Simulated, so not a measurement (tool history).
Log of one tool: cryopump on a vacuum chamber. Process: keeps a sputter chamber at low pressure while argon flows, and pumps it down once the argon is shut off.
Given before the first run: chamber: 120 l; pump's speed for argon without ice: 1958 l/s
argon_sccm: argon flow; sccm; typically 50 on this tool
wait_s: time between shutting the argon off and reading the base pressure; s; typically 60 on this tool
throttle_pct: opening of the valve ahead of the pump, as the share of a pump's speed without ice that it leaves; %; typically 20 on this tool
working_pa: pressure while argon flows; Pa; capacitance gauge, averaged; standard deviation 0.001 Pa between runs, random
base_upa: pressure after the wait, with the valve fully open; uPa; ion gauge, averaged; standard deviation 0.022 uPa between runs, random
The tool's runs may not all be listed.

run	hour	argon_sccm	wait_s	throttle_pct	working_pa	base_upa
1	0.0	50	60	20	0.2181	2.49
2	19.8	50	60	20	0.2199	2.44
3	52.0	50	60	20	0.2197	2.61
4	91.0	50	60	20	0.2213	2.60
5	120.9	50	60	52	0.0877	2.56
6	142.7	50	60	45	0.1001	2.53
7	166.6	50	60	45	0.1012	2.69
8	211.1	62	60	45	0.1268	2.69
9	241.5	62	60	45	0.1273	2.70
10	279.9	62	60	45	0.1290	2.68
11	322.8	62	60	45	0.1281	2.78
12	366.6	50	60	20	0.2243	2.81
# hour 396.9: leaking fittings of the chamber tightened, without venting
13	415.8	50	60	20	0.2256	0.63
14	436.9	50	87	20	0.2242	0.53
15	472.0	50	87	42	0.1131	0.49
16	496.0	50	87	42	0.1125	0.50
17	543.5	50	87	42	0.1140	0.54
18	565.7	50	100	20	0.2249	0.53
19	601.3	90	162	22	0.3721	0.46
20	639.7	50	60	15	0.2967	0.72
21	677.1	50	60	15	0.3002	0.73
22	712.9	42	60	20	0.1939	0.74
23	735.8	42	60	20	0.1915	0.76
24	762.5	42	60	20	0.1934	0.78

What does the tool deliver on the next run?
25	792.7	42	60	20	?	?

Run 25 yielded working_pa 0.1947 Pa, base_upa 0.81 uPa.
Had the tool carried no hidden state, the very same run would have given working_pa 0.1826 Pa, base_upa 0.58 uPa.
